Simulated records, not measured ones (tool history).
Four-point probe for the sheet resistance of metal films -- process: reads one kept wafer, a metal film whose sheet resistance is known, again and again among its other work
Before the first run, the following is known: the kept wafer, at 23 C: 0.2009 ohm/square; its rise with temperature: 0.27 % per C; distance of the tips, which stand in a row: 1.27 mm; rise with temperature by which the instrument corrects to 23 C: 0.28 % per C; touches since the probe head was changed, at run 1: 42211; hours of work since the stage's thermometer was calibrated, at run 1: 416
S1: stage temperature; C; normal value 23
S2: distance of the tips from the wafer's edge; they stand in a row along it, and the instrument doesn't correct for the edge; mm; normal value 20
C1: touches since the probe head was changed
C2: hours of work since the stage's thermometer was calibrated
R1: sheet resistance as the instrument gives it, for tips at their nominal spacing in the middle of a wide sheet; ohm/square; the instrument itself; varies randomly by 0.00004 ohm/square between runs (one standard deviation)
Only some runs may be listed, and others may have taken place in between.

run,hour,S1,S2,C1,C2,R1
1,0.0,23,20,42211,416,0.200402
2,12.0,19,20,42675,426,0.200510
3,32.0,23,6,43448,442,0.204731
4,50.3,23,6,44155,456,0.204684
5,61.9,23,6,44603,466,0.204742
6,89.4,23,6,45668,487,0.204644
7,107.5,23,20,46367,502,0.200396
8,123.1,34,20,46970,514,0.200211
9,136.1,23,20,47471,525,0.200414
# hour 138.7: stage's thermometer calibrated
10,164.2,34,20,48540,20,0.200224
11,179.4,23,55,49129,32,0.200088
12,205.4,23,55,50134,53,0.200035
13,226.2,23,10,50938,70,0.201709
14,242.1,23,10,51552,82,0.201684
# hour 261.9: stage's thermometer calibrated, once more
15,264.7,23,10,52406,2,0.201542
16,282.8,22,20,53105,17,0.200296
17,304.7,23,12,53951,34,0.200944
18,318.7,31,19,54494,45,0.200173
19,335.1,22,11,55126,58,0.201326
20,353.9,22,11,55854,73,0.201309
21,379.0,24,4,56826,93,0.210034
22,394.5,23,5,57425,105,0.206540
23,413.2,19,5,58148,120,0.206641
24,436.6,22,13,59050,139,0.200849
25,459.4,28,70,59934,157,0.199743
26,483.5,30,12,60864,176,0.200918
27,499.6,21,46,61486,189,0.199896
28,523.3,21,46,62404,208,0.199917
29,537.7,24,8,62962,219,0.202449
30,564.1,19,21,63983,240,0.200238
31,575.8,19,21,64432,250,0.200272
32,599.7,19,21,65360,269,0.200264

Forecast each of these 3 alternatives for the next run:
A,617.4,23,68,66044,283,?
B,617.4,23,21,66044,283,?
C,617.4,23,14,66044,283,?

run,R1
A,0.199810
B,0.200133
C,0.200673
Had the tool no hidden state, the same runs would have come out as:
run,R1
A,0.200953
B,0.201278
C,0.201821
